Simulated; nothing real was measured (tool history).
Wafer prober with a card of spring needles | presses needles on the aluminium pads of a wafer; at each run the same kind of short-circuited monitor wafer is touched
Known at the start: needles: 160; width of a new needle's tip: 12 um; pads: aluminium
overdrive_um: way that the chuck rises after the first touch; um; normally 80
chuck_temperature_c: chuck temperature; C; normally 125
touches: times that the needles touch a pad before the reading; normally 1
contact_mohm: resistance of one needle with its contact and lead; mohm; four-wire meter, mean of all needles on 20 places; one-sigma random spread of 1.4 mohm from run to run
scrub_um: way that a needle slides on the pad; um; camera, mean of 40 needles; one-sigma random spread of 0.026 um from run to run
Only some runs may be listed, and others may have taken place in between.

Run 1, day 0.000: usual settings. Result: contact_mohm 134 mohm, scrub_um 16.22 um.
At day 0.129: height of the first contact set anew.
At day 0.596: tips cleaned on abrasive film.
At day 1.212: tips cleaned on abrasive film.
At day 1.817: tips cleaned on abrasive film.
Run 2, day 1.879: usual settings. Result: contact_mohm 142 mohm, scrub_um 16.63 um.
At day 2.383: tips cleaned on abrasive film.
At day 2.971: tips cleaned on abrasive film.
Run 3, day 3.404: usual settings. Result: contact_mohm 177 mohm, scrub_um 16.60 um.
At day 3.504: tips cleaned on abrasive film.
At day 4.054: tips cleaned on abrasive film.
Run 4, day 4.325: usual settings. Result: contact_mohm 169 mohm, scrub_um 16.57 um.
At day 4.579: tips cleaned on abrasive film.
At day 5.083: tips cleaned on abrasive film.
At day 5.712: tips cleaned on abrasive film.
Run 5, day 6.033: usual settings. Result: contact_mohm 173 mohm, scrub_um 16.51 um.
At day 6.288: tips cleaned on abrasive film.
At day 6.896: tips cleaned on abrasive film.
At day 7.488: tips cleaned on abrasive film.
At day 8.104: tips cleaned on abrasive film.
Run 6, day 8.258: usual settings. Result: contact_mohm 163 mohm, scrub_um 16.39 um.
At day 8.696: tips cleaned on abrasive film.
At day 9.200: tips cleaned on abrasive film.
Run 7, day 9.358: usual settings. Result: contact_mohm 161 mohm, scrub_um 16.40 um.
At day 9.738: tips cleaned on abrasive film.
At day 10.317: tips cleaned on abrasive film.
Run 8, day 10.638: usual settings. Result: contact_mohm 179 mohm, scrub_um 16.29 um.
At day 10.867: tips cleaned on abrasive film.
At day 11.492: tips cleaned on abrasive film.
At day 12.083: tips cleaned on abrasive film.
Run 9, day 12.354: usual settings. Result: contact_mohm 171 mohm, scrub_um 16.28 um.
At day 12.708: tips cleaned on abrasive film.
At day 13.217: tips cleaned on abrasive film.
Run 10, day 13.304: usual settings. Result: contact_mohm 150 mohm, scrub_um 16.20 um.
At day 13.775: tips cleaned on abrasive film.
At day 14.362: tips cleaned on abrasive film.
At day 14.867: tips cleaned on abrasive film.
Run 11, day 15.017: usual settings. Result: contact_mohm 167 mohm, scrub_um 16.17 um.
At day 15.454: tips cleaned on abrasive film.
At day 15.592: height of the first contact set anew.
Run 12, day 15.933: usual settings. Result: contact_mohm 177 mohm, scrub_um 16.73 um.
At day 16.062: tips cleaned on abrasive film.
At day 16.658: tips cleaned on abrasive film.
At day 17.288: tips cleaned on abrasive film.
At day 17.892: tips cleaned on abrasive film.
Run 13, day 18.117: usual settings. Result: contact_mohm 171 mohm, scrub_um 16.66 um.
At day 18.492: tips cleaned on abrasive film.
At day 19.058: tips cleaned on abrasive film.
Run 14, day 19.517: usual settings but overdrive_um 88 um, chuck_temperature_c 43 C, touches 2. Result: contact_mohm 146 mohm, scrub_um 18.24 um.
At day 19.621: tips cleaned on abrasive film.
At day 20.204: tips cleaned on abrasive film.
At day 20.800: tips cleaned on abrasive film.
At day 21.408: tips cleaned on abrasive film.
Run 15, day 21.554: usual settings but overdrive_um 94 um, chuck_temperature_c 51 C. Result: contact_mohm 148 mohm, scrub_um 19.47 um.
At day 21.917: tips cleaned on abrasive film.
At day 22.542: tips cleaned on abrasive film.
At day 23.167: tips cleaned on abrasive film.
At day 23.733: tips cleaned on abrasive film.
Run 16, day 23.733: usual settings but chuck_temperature_c 28 C. Result: contact_mohm 120 mohm, scrub_um 16.46 um.
At day 24.338: tips cleaned on abrasive film.
At day 24.933: tips cleaned on abrasive film.
At day 25.467: tips cleaned on abrasive film.
Run 17, day 25.788: usual settings but overdrive_um 71 um, chuck_temperature_c 51 C, touches 2. Result: contact_mohm 168 mohm, scrub_um 14.46 um.
At day 26.042: tips cleaned on abrasive film.
At day 26.608: tips cleaned on abrasive film.
At day 27.175: tips cleaned on abrasive film.
At day 27.808: tips cleaned on abrasive film.
Run 18, day 27.858: usual settings but overdrive_um 65 um, chuck_temperature_c 27 C. Result: contact_mohm 148 mohm, scrub_um 13.13 um.
At day 28.354: tips cleaned on abrasive film.
At day 28.917: tips cleaned on abrasive film.
At day 29.421: tips cleaned on abrasive film.
At day 29.946: tips cleaned on abrasive film.
Run 19, day 29.946: usual settings but overdrive_um 65 um, chuck_temperature_c 27 C. Result: contact_mohm 131 mohm, scrub_um 13.08 um.
At day 30.454: tips cleaned on abrasive film.
At day 30.933: height of the first contact set anew.
At day 31.062: tips cleaned on abrasive film.
Run 20, day 31.458: usual settings but overdrive_um 64 um, chuck_temperature_c 37 C, touches 3. Result: contact_mohm 157 mohm, scrub_um 13.35 um.
At day 31.688: tips cleaned on abrasive film.
At day 32.258: tips cleaned on abrasive film.
Run 21, day 32.583: usual settings but overdrive_um 64 um, chuck_temperature_c 55 C, touches 3. Result: contact_mohm 160 mohm, scrub_um 13.27 um.
At day 32.838: tips cleaned on abrasive film.
At day 33.400: tips cleaned on abrasive film.
Run 22, day 33.725: usual settings but overdrive_um 64 um, chuck_temperature_c 55 C, touches 3. Result: contact_mohm 156 mohm, scrub_um 13.32 um.
At day 33.979: tips cleaned on abrasive film.
At day 34.588: tips cleaned on abrasive film.
At day 35.192: tips cleaned on abrasive film.
At day 35.700: tips cleaned on abrasive film.
Run 23, day 35.725: usual settings but chuck_temperature_c 65 C. Result: contact_mohm 137 mohm, scrub_um 16.49 um.
At day 36.225: tips cleaned on abrasive film.
At day 36.821: tips cleaned on abrasive film.
At day 37.400: tips cleaned on abrasive film.
Run 24, day 37.421: usual settings but overdrive_um 88 um, chuck_temperature_c 65 C, touches 3. Result: contact_mohm 125 mohm, scrub_um 18.14 um.
At day 37.929: tips cleaned on abrasive film.
At day 38.529: tips cleaned on abrasive film.
At day 39.125: tips cleaned on abrasive film.
Run 25, day 39.408: usual settings but touches 3. Result: contact_mohm 149 mohm, scrub_um 16.42 um.

Each row is a separate what-if for the run after 25, all from the same tool condition, not one after another. Results?
At day 39.662: tips cleaned on abrasive film.
At day 40.292: tips cleaned on abrasive film.
At day 40.921: tips cleaned on abrasive film.
Run A, day 41.050: usual settings but chuck_temperature_c 27 C, touches 2. Result: contact_mohm ?, scrub_um ?.
At day 39.662: tips cleaned on abrasive film.
At day 40.292: tips cleaned on abrasive film.
At day 40.921: tips cleaned on abrasive film.
Run B, day 41.050: usual settings but touches 3. Result: contact_mohm ?, scrub_um ?.
At day 39.662: tips cleaned on abrasive film.
At day 40.292: tips cleaned on abrasive film.
At day 40.921: tips cleaned on abrasive film.
Run C, day 41.050: usual settings but overdrive_um 68 um, chuck_temperature_c 55 C. Result: contact_mohm ?, scrub_um ?.
At day 39.662: tips cleaned on abrasive film.
At day 40.292: tips cleaned on abrasive film.
At day 40.921: tips cleaned on abrasive film.
Run D, day 41.050: usual settings but overdrive_um 78 um, chuck_temperature_c 98 C, touches 3. Result: contact_mohm ?, scrub_um ?.

run  contact_mohm  scrub_um
  A           142     16.31
  B           143     16.30
  C           177     13.80
  D           140     15.86
With the hidden condition removed and each run's random variation left untouched, the same runs would have given:
run  contact_mohm  scrub_um
  A           112     16.72
  B           125     16.71
  C           116     14.21
  D           120     16.26
